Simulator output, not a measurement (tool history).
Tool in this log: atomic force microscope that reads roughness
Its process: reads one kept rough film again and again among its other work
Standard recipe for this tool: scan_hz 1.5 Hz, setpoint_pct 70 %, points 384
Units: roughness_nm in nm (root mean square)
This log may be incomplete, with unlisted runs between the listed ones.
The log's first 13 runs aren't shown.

{"run": 14, "hour": 135.4, "scan_hz": 1.5, "setpoint_pct": 88, "points": 384, "roughness_nm": 4.716}
{"run": 15, "hour": 141.6, "scan_hz": 1.5, "setpoint_pct": 88, "points": 384, "roughness_nm": 4.696}
{"run": 16, "hour": 151.0, "scan_hz": 1.05, "setpoint_pct": 73, "points": 770, "roughness_nm": 5.127}
{"run": 17, "hour": 161.8, "scan_hz": 0.79, "setpoint_pct": 74, "points": 972, "roughness_nm": 5.157}
{"run": 18, "hour": 169.2, "scan_hz": 1.44, "setpoint_pct": 62, "points": 345, "roughness_nm": 5.186}
{"run": 19, "hour": 178.3, "scan_hz": 1.44, "setpoint_pct": 62, "points": 345, "roughness_nm": 5.168}
{"run": 20, "hour": 186.3, "scan_hz": 1.5, "setpoint_pct": 70, "points": 436, "roughness_nm": 5.088}
{"hour": 189.5, "done": "new tip fitted"}
{"run": 21, "hour": 199.4, "scan_hz": 0.54, "setpoint_pct": 63, "points": 415, "roughness_nm": 5.29}
{"run": 22, "hour": 208.0, "scan_hz": 2.23, "setpoint_pct": 68, "points": 415, "roughness_nm": 5.023}
{"run": 23, "hour": 216.4, "scan_hz": 3.49, "setpoint_pct": 68, "points": 415, "roughness_nm": 4.763}
{"run": 24, "hour": 226.7, "scan_hz": 3.49, "setpoint_pct": 68, "points": 309, "roughness_nm": 4.791}
{"run": 25, "hour": 239.7, "scan_hz": 3.49, "setpoint_pct": 68, "points": 309, "roughness_nm": 4.766}
{"run": 26, "hour": 246.0, "scan_hz": 3.49, "setpoint_pct": 68, "points": 309, "roughness_nm": 4.762}
{"run": 27, "hour": 256.1, "scan_hz": 3.49, "setpoint_pct": 68, "points": 735, "roughness_nm": 4.838}
{"hour": 261.9, "done": "new tip fitted"}
{"run": 28, "hour": 269.0, "scan_hz": 3.39, "setpoint_pct": 57, "points": 441, "roughness_nm": 5.064}
{"run": 29, "hour": 281.4, "scan_hz": 2.76, "setpoint_pct": 62, "points": 478, "roughness_nm": 5.056}
{"run": 30, "hour": 292.8, "scan_hz": 1.29, "setpoint_pct": 65, "points": 836, "roughness_nm": 5.185}

Predict each of these 5 candidate next runs independently; none follows another, all start after run 30:
{"run": "A", "hour": 304.4, "scan_hz": 2.98, "setpoint_pct": 65, "points": 259, "roughness_nm": "?"}
{"run": "B", "hour": 304.4, "scan_hz": 2.12, "setpoint_pct": 82, "points": 836, "roughness_nm": "?"}
{"run": "C", "hour": 304.4, "scan_hz": 1.29, "setpoint_pct": 58, "points": 473, "roughness_nm": "?"}
{"run": "D", "hour": 304.4, "scan_hz": 2.68, "setpoint_pct": 82, "points": 289, "roughness_nm": "?"}
{"run": "E", "hour": 304.4, "scan_hz": 1.94, "setpoint_pct": 83, "points": 930, "roughness_nm": "?"}

run=A roughness_nm=4.929
run=B roughness_nm=4.675
run=C roughness_nm=5.188
run=D roughness_nm=4.49
run=E roughness_nm=4.705
Without the tool's unlogged condition, the same runs would have read:
run=A roughness_nm=4.933
run=B roughness_nm=4.679
run=C roughness_nm=5.192
run=D roughness_nm=4.494
run=E roughness_nm=4.709
